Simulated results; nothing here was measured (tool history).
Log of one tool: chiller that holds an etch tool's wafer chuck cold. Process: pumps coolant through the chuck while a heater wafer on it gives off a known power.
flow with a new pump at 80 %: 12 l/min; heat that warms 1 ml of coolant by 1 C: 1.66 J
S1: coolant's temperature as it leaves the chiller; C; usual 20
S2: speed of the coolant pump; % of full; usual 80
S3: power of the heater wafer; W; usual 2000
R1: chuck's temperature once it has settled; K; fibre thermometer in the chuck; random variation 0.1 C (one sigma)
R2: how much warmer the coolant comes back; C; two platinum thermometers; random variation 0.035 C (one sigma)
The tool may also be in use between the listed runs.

{"run": 1, "hour": 0.0, "S1": 20, "S2": 80, "S3": 2000, "R1": 307.15, "R2": 6.44}
{"run": 2, "hour": 87.2, "S1": 13, "S2": 80, "S3": 2000, "R1": 300.25, "R2": 6.49}
{"run": 3, "hour": 183.0, "S1": 13, "S2": 80, "S3": 2000, "R1": 300.35, "R2": 6.38}
{"run": 4, "hour": 280.6, "S1": 13, "S2": 80, "S3": 2000, "R1": 300.55, "R2": 6.53}
{"run": 5, "hour": 450.5, "S1": 20, "S2": 80, "S3": 2000, "R1": 307.55, "R2": 6.52}
{"hour": 460.9, "done": "chiller's thermometer calibrated"}
{"run": 6, "hour": 624.1, "S1": 20, "S2": 80, "S3": 2000, "R1": 307.05, "R2": 6.53}
{"run": 7, "hour": 718.7, "S1": 20, "S2": 91, "S3": 2000, "R1": 305.45, "R2": 5.7}
{"run": 8, "hour": 817.8, "S1": 20, "S2": 91, "S3": 2000, "R1": 305.35, "R2": 5.73}
{"run": 9, "hour": 931.4, "S1": 20, "S2": 91, "S3": 2000, "R1": 305.65, "R2": 5.72}
{"run": 10, "hour": 1025.4, "S1": 20, "S2": 91, "S3": 2618, "R1": 309.95, "R2": 7.5}
{"run": 11, "hour": 1100.0, "S1": 20, "S2": 80, "S3": 1365, "R1": 302.45, "R2": 4.43}
{"run": 12, "hour": 1206.0, "S1": 20, "S2": 80, "S3": 1365, "R1": 302.65, "R2": 4.53}
{"hour": 1220.4, "done": "chiller's thermometer calibrated, once more"}
{"run": 13, "hour": 1363.1, "S1": 20, "S2": 80, "S3": 1365, "R1": 304.25, "R2": 4.55}
{"run": 14, "hour": 1452.9, "S1": 26, "S2": 63, "S3": 1365, "R1": 313.25, "R2": 6.07}
{"hour": 1556.7, "done": "coolant changed, channels flushed"}
{"run": 15, "hour": 1558.4, "S1": 17, "S2": 64, "S3": 2144, "R1": 309.25, "R2": 9.35}
{"run": 16, "hour": 1721.8, "S1": 14, "S2": 73, "S3": 1424, "R1": 298.55, "R2": 5.27}
{"run": 17, "hour": 1841.9, "S1": 16, "S2": 73, "S3": 2791, "R1": 311.25, "R2": 10.47}

Forecast each of these 3 alternatives for the next run:
{"run": "A", "hour": 1984.1, "S1": 20, "S2": 88, "S3": 2000, "R1": "?", "R2": "?"}
{"run": "B", "hour": 1984.1, "S1": 23, "S2": 73, "S3": 2480, "R1": "?", "R2": "?"}
{"run": "C", "hour": 1984.1, "S1": 20, "S2": 64, "S3": 2222, "R1": "?", "R2": "?"}

run=A R1=306.15 R2=6.07
run=B R1=315.75 R2=9.33
run=C R1=313.35 R2=9.68
Without the tool's hidden state the same runs would have given:
run=A R1=304.85 R2=5.41
run=B R1=313.75 R2=8.32
run=C R1=311.25 R2=8.62
